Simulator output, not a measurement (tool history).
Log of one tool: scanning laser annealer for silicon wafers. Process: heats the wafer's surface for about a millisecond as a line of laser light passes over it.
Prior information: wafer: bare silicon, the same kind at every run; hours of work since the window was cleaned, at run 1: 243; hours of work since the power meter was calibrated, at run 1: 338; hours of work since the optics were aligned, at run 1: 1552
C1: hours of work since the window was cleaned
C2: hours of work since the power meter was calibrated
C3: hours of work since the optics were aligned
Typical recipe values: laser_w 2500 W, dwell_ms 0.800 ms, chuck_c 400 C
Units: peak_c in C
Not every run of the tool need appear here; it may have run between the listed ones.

run 1 hour=0.0 | laser_w=2500 dwell_ms=0.800 chuck_c=400 | C1=243 C2=338 C3=1552 | peak_c=1167
-- hour=17.6 optics aligned, line set to its width
run 2 hour=26.4 | laser_w=2500 dwell_ms=0.800 chuck_c=368 | C1=259 C2=354 C3=7 | peak_c=1160
run 3 hour=37.0 | laser_w=2438 dwell_ms=0.800 chuck_c=400 | C1=267 C2=362 C3=15 | peak_c=1163
run 4 hour=48.3 | laser_w=2438 dwell_ms=0.800 chuck_c=400 | C1=276 C2=371 C3=24 | peak_c=1161
run 5 hour=69.0 | laser_w=2438 dwell_ms=0.800 chuck_c=400 | C1=292 C2=387 C3=40 | peak_c=1161
run 6 hour=92.8 | laser_w=2438 dwell_ms=0.800 chuck_c=400 | C1=310 C2=405 C3=58 | peak_c=1159
run 7 hour=116.8 | laser_w=2438 dwell_ms=0.800 chuck_c=400 | C1=329 C2=424 C3=77 | peak_c=1162
run 8 hour=130.8 | laser_w=2438 dwell_ms=0.800 chuck_c=400 | C1=340 C2=435 C3=87 | peak_c=1160
run 9 hour=148.7 | laser_w=2438 dwell_ms=0.800 chuck_c=400 | C1=353 C2=448 C3=101 | peak_c=1162
run 10 hour=173.1 | laser_w=2438 dwell_ms=0.800 chuck_c=400 | C1=372 C2=467 C3=120 | peak_c=1159
run 11 hour=191.5 | laser_w=2256 dwell_ms=0.800 chuck_c=400 | C1=386 C2=481 C3=134 | peak_c=1080
run 12 hour=212.4 | laser_w=2256 dwell_ms=0.800 chuck_c=400 | C1=403 C2=497 C3=150 | peak_c=1083
run 13 hour=227.6 | laser_w=2510 dwell_ms=0.837 chuck_c=423 | C1=414 C2=509 C3=162 | peak_c=1223
run 14 hour=251.1 | laser_w=2510 dwell_ms=0.837 chuck_c=423 | C1=432 C2=527 C3=180 | peak_c=1227
run 15 hour=268.1 | laser_w=2510 dwell_ms=0.719 chuck_c=406 | C1=446 C2=540 C3=193 | peak_c=1145
-- hour=271.3 window over the wafer cleaned
run 16 hour=283.2 | laser_w=2510 dwell_ms=0.597 chuck_c=406 | C1=9 C2=550 C3=203 | peak_c=1066
run 17 hour=305.8 | laser_w=2510 dwell_ms=0.597 chuck_c=406 | C1=27 C2=568 C3=221 | peak_c=1067
run 18 hour=321.6 | laser_w=2158 dwell_ms=0.984 chuck_c=438 | C1=39 C2=580 C3=233 | peak_c=1137
run 19 hour=342.2 | laser_w=2349 dwell_ms=0.790 chuck_c=386 | C1=55 C2=596 C3=249 | peak_c=1085
run 20 hour=359.9 | laser_w=2555 dwell_ms=0.631 chuck_c=423 | C1=68 C2=610 C3=262 | peak_c=1118

Run 21, settings as shown, results not yet in. Your forecast:
run 21 hour=377.7 | laser_w=2555 dwell_ms=0.631 chuck_c=423 | C1=82 C2=623 C3=276 | peak_c=?

peak_c: 1115 C
With the hidden condition absent and the run-to-run variation left alone, this run would have shown peak_c 1153 C.
